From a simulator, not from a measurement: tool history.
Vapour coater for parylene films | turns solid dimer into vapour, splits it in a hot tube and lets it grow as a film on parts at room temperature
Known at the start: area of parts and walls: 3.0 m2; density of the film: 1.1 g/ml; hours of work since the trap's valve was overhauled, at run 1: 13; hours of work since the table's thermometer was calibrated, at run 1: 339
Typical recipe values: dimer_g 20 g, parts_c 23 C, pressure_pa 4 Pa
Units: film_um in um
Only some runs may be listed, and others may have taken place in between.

run   hour  dimer_g  parts_c  pressure_pa  hours of work since the trap's valve was overhauled  hours of work since the table's thermometer was calibrated  film_um
  1      0       20       23            4                                                   13                                                         339     4.02
  2   40.7       20       23            4                                                   31                                                         357     3.93
  3   85.1       20       23         8.91                                                   51                                                         377     3.19
  4  124.3       20       23         8.91                                                   68                                                         395     3.12
  5    158       20       23         8.91                                                   83                                                         410     3.14
  6  197.5       20       23         8.91                                                  101                                                         427     3.08
  7    241       20       23         8.91                                                  120                                                         447     3.01
  8  271.5       20       23         8.91                                                  134                                                         460     3.07
  9  306.2       20       23         8.91                                                  150                                                         476     3.06
     314.5  -- trap's valve overhauled
 10  358.5       20       23         8.91                                                   20                                                         498     2.84
 11  389.7       20       23            4                                                   34                                                         511     3.43
 12  413.5       20       23            4                                                   44                                                         522     3.37
 13  435.2       20       23            4                                                   54                                                         532     3.39
 14    457       11       23            4                                                   64                                                         542     1.84
 15    491       11       23            4                                                   79                                                         557     1.85
 16  530.8       11       23            4                                                   97                                                         574     1.86
 17  553.1       19       23         6.82                                                  107                                                         584      2.7
     587.4  -- trap's valve overhauled, once more
 18  589.6       24       15         7.67                                                    1                                                         599     5.13
 19  626.2       28       23            4                                                   17                                                         615     5.48
 20  659.6       16       16         2.58                                                   32                                                         630     4.22
 21  680.5       17       15         2.58                                                   42                                                         640     4.65
 22  721.3       17       23         8.55                                                   60                                                         658     2.67
 23  769.9       21       34          7.4                                                   82                                                         679     2.57
 24  804.5       21       34          7.4                                                   97                                                         695     2.46
 25  837.2       21       34          7.4                                                  112                                                         710     2.49
 26  871.6       15       22         4.45                                                  127                                                         725     2.81
 27  896.3       20       23         2.05                                                  138                                                         736     4.36
 28  941.6       19       26         2.62                                                  158                                                         756     3.41
 29  963.6       19       26         2.62                                                  168                                                         766      3.5

Difference, measured minus no-hidden-state, one row per run. Run-to-run variation is common to both terms; the gauge's own scatter need not be:
Hidden state present: vapour lost through the trap's worn valve, %; true temperature of the parts over the reading, C; drift of the gauge itself on film_um, %.
run  film_um
  1     -0.1
  2    -0.13
  3    -0.15
  4    -0.18
  5    -0.21
  6    -0.24
  7    -0.28
  8    -0.31
  9    -0.35
 10    -0.52
 11    -0.67
 12    -0.69
 13    -0.73
 14    -0.41
 15    -0.43
 16    -0.45
 17    -0.68
 18    -0.15
 19    -0.21
 20     -0.2
 21    -0.25
 22    -0.17
 23     -0.2
 24    -0.22
 25    -0.25
 26     -0.3
 27    -0.51
 28    -0.45
 29    -0.47

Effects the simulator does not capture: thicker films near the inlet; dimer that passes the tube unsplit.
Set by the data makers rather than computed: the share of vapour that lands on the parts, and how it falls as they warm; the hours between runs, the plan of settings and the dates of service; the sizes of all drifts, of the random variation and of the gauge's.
